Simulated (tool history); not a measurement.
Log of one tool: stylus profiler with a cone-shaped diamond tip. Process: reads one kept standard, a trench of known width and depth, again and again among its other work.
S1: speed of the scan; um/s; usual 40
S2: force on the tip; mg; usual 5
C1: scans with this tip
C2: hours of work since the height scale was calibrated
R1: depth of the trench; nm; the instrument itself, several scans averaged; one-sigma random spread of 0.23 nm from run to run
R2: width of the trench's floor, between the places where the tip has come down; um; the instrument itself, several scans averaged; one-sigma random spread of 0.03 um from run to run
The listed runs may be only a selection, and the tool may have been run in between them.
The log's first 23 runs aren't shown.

run,hour,S1,S2,C1,C2,R1,R2
24,1654.8,16,14.11,5013,638,1016.67,25.96
25,1710.2,158,1.94,5278,672,1002.67,25.43
26,1812.4,21,5.13,5765,734,1006.89,25.86
27,1892,124,6.82,6145,782,1008.64,25.63
28,1974,14,1.74,6536,832,1001.48,25.76
29,2075.5,14,1.74,7020,894,1001.65,25.67
30,2132.3,14,1.74,7291,928,1001.48,25.69
31,2210.2,47,3.13,7662,976,1003.57,25.54
32,2296.4,47,3.13,8073,1028,1003.44,25.52
33,2400.4,47,3.13,8569,1091,1003.64,25.44
# hour 2410.4: height scale calibrated on a step standard
34,2465.1,47,3.13,8876,33,1006.57,25.44
35,2518.8,17,3.13,9132,66,1007.01,25.53
36,2623.1,22,5,9629,129,1008.97,25.49
37,2687.5,22,5,9936,168,1008.82,25.36
38,2789.6,11,5.57,10423,230,1009.85,25.39
39,2880.3,11,7.17,10855,285,1011.35,25.36

Below are 4 alternative next runs, each starting from the tool's condition after run 39. Predict each:
A,2976.7,57,1.79,11315,344,?,?
B,2976.7,70,3.46,11315,344,?,?
C,2976.7,17,1.86,11315,344,?,?
D,2976.7,11,9.03,11315,344,?,?

run,R1,R2
A,1003.69,25.13
B,1006.58,25.16
C,1003.92,25.29
D,1013.26,25.32
With the hidden condition removed and each run's random variation left untouched, the same runs would have given:
run,R1,R2
A,1004.57,26.35
B,1007.46,26.38
C,1004.8,26.51
D,1014.15,26.54
